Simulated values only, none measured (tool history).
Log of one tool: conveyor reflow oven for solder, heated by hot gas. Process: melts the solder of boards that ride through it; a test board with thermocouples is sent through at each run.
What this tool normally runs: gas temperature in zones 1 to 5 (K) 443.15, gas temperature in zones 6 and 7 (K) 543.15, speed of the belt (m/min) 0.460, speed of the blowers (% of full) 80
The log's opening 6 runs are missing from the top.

run,hour,gas temperature in zones 1 to 5 (K),gas temperature in zones 6 and 7 (K),speed of the belt (m/min),speed of the blowers (% of full),hours of work since the flux was cleaned out,hours of work since the belt drive was overhauled,hours of work since the thermocouples were changed,highest temperature of the board (K),time above the solder's melting point (s)
7,52.7,443.15,531.15,0.460,80,170,152,423,514.45,64.4
8,63.8,443.15,531.15,0.460,80,175,157,428,514.85,64.7
9,76.1,443.15,532.15,0.460,80,181,163,434,515.85,65.8
10,86.5,443.15,532.15,0.460,82,186,168,439,516.15,65.7
11,99.6,443.15,532.15,0.460,82,192,174,445,515.45,65.8
12,106.5,443.15,552.15,0.460,80,195,177,448,532.45,82.8
13,114.1,443.15,552.15,0.460,80,199,181,451,532.75,82.4
14,124.2,443.15,552.15,0.460,80,204,186,456,533.25,82.5
15,129.8,443.15,543.15,0.485,80,206,188,459,523.05,69.4
16,140.4,443.15,543.15,0.485,80,211,193,464,523.25,69.4
17,149.6,443.15,543.15,0.485,60,215,197,468,517.85,62.0
18,160.4,443.15,543.15,0.485,60,220,202,473,517.85,62.1
19,174.1,443.15,543.15,0.485,60,227,209,479,518.15,62.3
20,183.3,455.15,554.15,0.525,78,231,213,484,531.35,75.7
21,192.6,455.15,554.15,0.525,78,235,218,488,531.45,75.0
22,205.6,455.15,553.15,0.525,78,242,224,494,530.75,74.7
23,218.2,455.15,553.15,0.525,78,247,230,500,530.55,74.1
24,228.8,455.15,553.15,0.525,78,252,234,505,529.95,74.9
25,241.9,431.15,549.15,0.385,80,259,241,511,533.95,95.7
26,248.9,431.15,549.15,0.385,80,262,244,514,533.75,96.6

Predict the results of run 27:
27,261.3,443.15,543.15,0.481,85,268,250,520,?,?

{"run 27": {"highest temperature of the board (K)": 523.85, "time above the solder's melting point (s)": 70.3}}
With no hidden state in the tool, this same run would have given highest temperature of the board (K) 526.35, time above the solder's melting point (s) 72.8.

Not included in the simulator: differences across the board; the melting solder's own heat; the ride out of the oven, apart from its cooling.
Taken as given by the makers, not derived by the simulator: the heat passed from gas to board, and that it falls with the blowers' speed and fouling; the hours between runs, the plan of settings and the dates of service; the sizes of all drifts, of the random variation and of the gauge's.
